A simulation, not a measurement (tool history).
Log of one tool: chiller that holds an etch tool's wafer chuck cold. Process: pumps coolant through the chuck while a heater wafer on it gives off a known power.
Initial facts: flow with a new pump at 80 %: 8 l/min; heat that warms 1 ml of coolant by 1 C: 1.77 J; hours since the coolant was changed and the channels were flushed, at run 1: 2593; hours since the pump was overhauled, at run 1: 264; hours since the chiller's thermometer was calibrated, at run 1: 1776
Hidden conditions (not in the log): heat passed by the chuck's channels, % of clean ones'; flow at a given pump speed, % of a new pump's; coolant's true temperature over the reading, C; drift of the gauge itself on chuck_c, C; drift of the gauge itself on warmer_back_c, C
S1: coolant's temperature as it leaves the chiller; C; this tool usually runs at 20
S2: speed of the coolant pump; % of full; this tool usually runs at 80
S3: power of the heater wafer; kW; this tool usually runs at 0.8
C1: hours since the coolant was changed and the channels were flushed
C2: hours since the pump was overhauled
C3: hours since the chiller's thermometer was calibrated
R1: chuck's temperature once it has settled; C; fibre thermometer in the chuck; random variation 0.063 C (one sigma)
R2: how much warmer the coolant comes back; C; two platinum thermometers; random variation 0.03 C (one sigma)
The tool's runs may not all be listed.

run	hour	S1	S2	S3	C1	C2	C3	R1	R2
1	0	20	80	0.8	2593	264	1776	26.33	3.36
2	27.8	20	80	0.8	2621	292	1804	26.41	3.32
3	61.6	21	80	0.8	2655	325	1837	27.39	3.36
4	84.1	21	80	0.8	2677	348	1860	27.48	3.31
5	123.2	20	80	0.8	2716	387	1899	26.48	3.42
6	159.9	20	80	0.8	2753	424	1936	26.39	3.38
7	187.6	20	80	0.8	2781	451	1963	26.46	3.42
8	214.8	20	80	0.8	2808	479	1991	26.4	3.37
9	232.6	20	80	1.011	2826	496	2008	28.1	4.26
10	255	14	80	0.953	2848	519	2031	21.62	4.07
11	287.6	11	73	0.441	2881	551	2063	14.89	2.11
12	310.4	20	86	0.8	2903	574	2086	26.12	3.13
13	332.4	27	77	0.906	2925	596	2108	34.48	3.98
14	365	27	77	0.906	2958	629	2141	34.56	4.02
15	396.8	27	77	0.906	2990	661	2173	34.54	4.05
16	439.7	27	62	0.625	3033	704	2216	32.96	3.52
17	478.9	27	62	0.625	3072	743	2255	33.05	3.51
18	504.7	20	89	1.067	3098	768	2280	27.92	4.11

Pick out some run-to-run changes in R1. Of each, how much would a tool without hidden state show as well, from the settings, what came in and chance, and how much is left for the hidden state and any gauge scatter not in both results compared?
Run 10 -> 11: S1 14 -> 11, S2 80 -> 73, S3 0.953 -> 0.441. R1 -6.73 C: hidden state -0.16, all else -6.57.
Run 11 -> 12: S1 11 -> 20, S2 73 -> 86, S3 0.441 -> 0.8. R1 +11.23 C: hidden state +0.11, all else +11.12.
